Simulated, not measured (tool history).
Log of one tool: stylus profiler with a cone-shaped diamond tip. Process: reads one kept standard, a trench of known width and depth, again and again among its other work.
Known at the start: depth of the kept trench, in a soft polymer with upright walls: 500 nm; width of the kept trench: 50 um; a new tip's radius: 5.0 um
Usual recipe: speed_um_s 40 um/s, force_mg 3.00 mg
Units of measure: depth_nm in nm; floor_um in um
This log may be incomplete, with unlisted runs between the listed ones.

{"run": 1, "day": 0.0, "speed_um_s": 40, "force_mg": 3.0, "depth_nm": 508.33, "floor_um": 45.08}
{"run": 2, "day": 1.75, "speed_um_s": 40, "force_mg": 3.35, "depth_nm": 509.01, "floor_um": 45.03}
{"run": 3, "day": 3.925, "speed_um_s": 40, "force_mg": 3.35, "depth_nm": 509.14, "floor_um": 45.01}
{"run": 4, "day": 6.267, "speed_um_s": 40, "force_mg": 3.35, "depth_nm": 508.99, "floor_um": 44.92}
{"run": 5, "day": 8.1, "speed_um_s": 83, "force_mg": 3.0, "depth_nm": 508.1, "floor_um": 44.68}
{"run": 6, "day": 10.062, "speed_um_s": 83, "force_mg": 3.0, "depth_nm": 507.85, "floor_um": 44.68}
{"run": 7, "day": 11.9, "speed_um_s": 106, "force_mg": 3.0, "depth_nm": 508.27, "floor_um": 44.46}
{"run": 8, "day": 14.021, "speed_um_s": 106, "force_mg": 3.0, "depth_nm": 508.28, "floor_um": 44.43}
{"run": 9, "day": 16.254, "speed_um_s": 40, "force_mg": 3.0, "depth_nm": 508.08, "floor_um": 44.73}
{"run": 10, "day": 17.533, "speed_um_s": 40, "force_mg": 1.69, "depth_nm": 505.09, "floor_um": 44.62}
{"run": 11, "day": 19.783, "speed_um_s": 40, "force_mg": 1.69, "depth_nm": 505.06, "floor_um": 44.59}
{"run": 12, "day": 21.062, "speed_um_s": 40, "force_mg": 1.69, "depth_nm": 504.98, "floor_um": 44.55}
{"day": 21.183, "done": "height scale calibrated on a step standard"}
{"run": 13, "day": 23.608, "speed_um_s": 40, "force_mg": 1.69, "depth_nm": 504.5, "floor_um": 44.56}
{"day": 25.517, "done": "height scale calibrated on a step standard, once more"}
{"run": 14, "day": 25.842, "speed_um_s": 40, "force_mg": 3.0, "depth_nm": 508.9, "floor_um": 44.6}
{"run": 15, "day": 27.1, "speed_um_s": 40, "force_mg": 3.0, "depth_nm": 508.67, "floor_um": 44.52}
{"run": 16, "day": 28.908, "speed_um_s": 40, "force_mg": 3.0, "depth_nm": 508.99, "floor_um": 44.5}
{"run": 17, "day": 30.421, "speed_um_s": 40, "force_mg": 3.0, "depth_nm": 508.81, "floor_um": 44.5}
{"run": 18, "day": 32.479, "speed_um_s": 40, "force_mg": 3.0, "depth_nm": 508.72, "floor_um": 44.43}
{"run": 19, "day": 33.5, "speed_um_s": 40, "force_mg": 3.0, "depth_nm": 508.92, "floor_um": 44.36}
{"run": 20, "day": 35.571, "speed_um_s": 40, "force_mg": 3.13, "depth_nm": 509.16, "floor_um": 44.41}
{"run": 21, "day": 36.658, "speed_um_s": 40, "force_mg": 3.0, "depth_nm": 508.66, "floor_um": 44.36}
{"run": 22, "day": 38.05, "speed_um_s": 40, "force_mg": 3.0, "depth_nm": 508.81, "floor_um": 44.38}
{"run": 23, "day": 39.692, "speed_um_s": 40, "force_mg": 3.0, "depth_nm": 508.7, "floor_um": 44.28}
{"run": 24, "day": 41.812, "speed_um_s": 28, "force_mg": 3.0, "depth_nm": 508.79, "floor_um": 44.36}
{"run": 25, "day": 43.242, "speed_um_s": 28, "force_mg": 3.0, "depth_nm": 508.48, "floor_um": 44.32}
{"run": 26, "day": 45.312, "speed_um_s": 28, "force_mg": 3.0, "depth_nm": 508.6, "floor_um": 44.32}
{"run": 27, "day": 47.096, "speed_um_s": 34, "force_mg": 5.33, "depth_nm": 512.62, "floor_um": 44.29}
{"run": 28, "day": 48.954, "speed_um_s": 47, "force_mg": 4.0, "depth_nm": 510.21, "floor_um": 44.24}
{"run": 29, "day": 50.121, "speed_um_s": 32, "force_mg": 1.73, "depth_nm": 505.49, "floor_um": 44.16}
{"run": 30, "day": 51.367, "speed_um_s": 126, "force_mg": 3.8, "depth_nm": 509.94, "floor_um": 43.71}
{"run": 31, "day": 53.354, "speed_um_s": 126, "force_mg": 3.8, "depth_nm": 509.64, "floor_um": 43.73}
{"run": 32, "day": 55.046, "speed_um_s": 126, "force_mg": 3.8, "depth_nm": 509.69, "floor_um": 43.7}
{"run": 33, "day": 57.321, "speed_um_s": 21, "force_mg": 3.06, "depth_nm": 508.52, "floor_um": 44.14}
{"run": 34, "day": 59.467, "speed_um_s": 10, "force_mg": 6.64, "depth_nm": 514.58, "floor_um": 44.18}
{"run": 35, "day": 61.412, "speed_um_s": 10, "force_mg": 6.64, "depth_nm": 514.47, "floor_um": 44.16}
{"run": 36, "day": 63.338, "speed_um_s": 16, "force_mg": 2.88, "depth_nm": 507.79, "floor_um": 44.09}
{"run": 37, "day": 65.854, "speed_um_s": 16, "force_mg": 2.88, "depth_nm": 507.79, "floor_um": 44.02}
{"run": 38, "day": 66.904, "speed_um_s": 141, "force_mg": 1.37, "depth_nm": 504.26, "floor_um": 42.95}
{"run": 39, "day": 69.15, "speed_um_s": 141, "force_mg": 1.37, "depth_nm": 504.45, "floor_um": 42.92}
{"run": 40, "day": 71.375, "speed_um_s": 160, "force_mg": 2.9, "depth_nm": 507.71, "floor_um": 43.08}
{"run": 41, "day": 72.962, "speed_um_s": 95, "force_mg": 8.48, "depth_nm": 516.76, "floor_um": 43.72}
{"run": 42, "day": 75.292, "speed_um_s": 95, "force_mg": 8.48, "depth_nm": 516.73, "floor_um": 43.65}
{"run": 43, "day": 76.483, "speed_um_s": 41, "force_mg": 4.95, "depth_nm": 511.27, "floor_um": 43.81}

Pick out some run-to-run changes in depth_nm. Of each, how much would a tool without hidden state show as well, from the settings, what came in and chance, and how much is left for the hidden state and any gauge scatter not in both results compared?
Hidden state at play: radius of the tip, um; height scale over the true one, %; drift of the gauge itself on depth_nm, %; drift of the gauge itself on floor_um, %.
Run 3 -> 4: no setting changed, nothing entered. depth_nm -0.15 nm: hidden state -0.06, all else -0.09.
Run 12 -> 13: height scale calibrated on a step standard. depth_nm -0.48 nm: hidden state -0.41, all else -0.07.
Run 13 -> 14: force_mg 1.69 -> 3.00, height scale calibrated on a step standard, once more. depth_nm +4.40 nm: hidden state +1.45, all else +2.95.
Run 33 -> 34: speed_um_s 21 -> 10, force_mg 3.06 -> 6.64. depth_nm +6.06 nm: hidden state -0.05, all else +6.11.
Run 35 -> 36: speed_um_s 10 -> 16, force_mg 6.64 -> 2.88. depth_nm -6.68 nm: hidden state -0.03, all else -6.65.
Run 40 -> 41: speed_um_s 160 -> 95, force_mg 2.90 -> 8.48. depth_nm +9.05 nm: hidden state -0.06, all else +9.11.
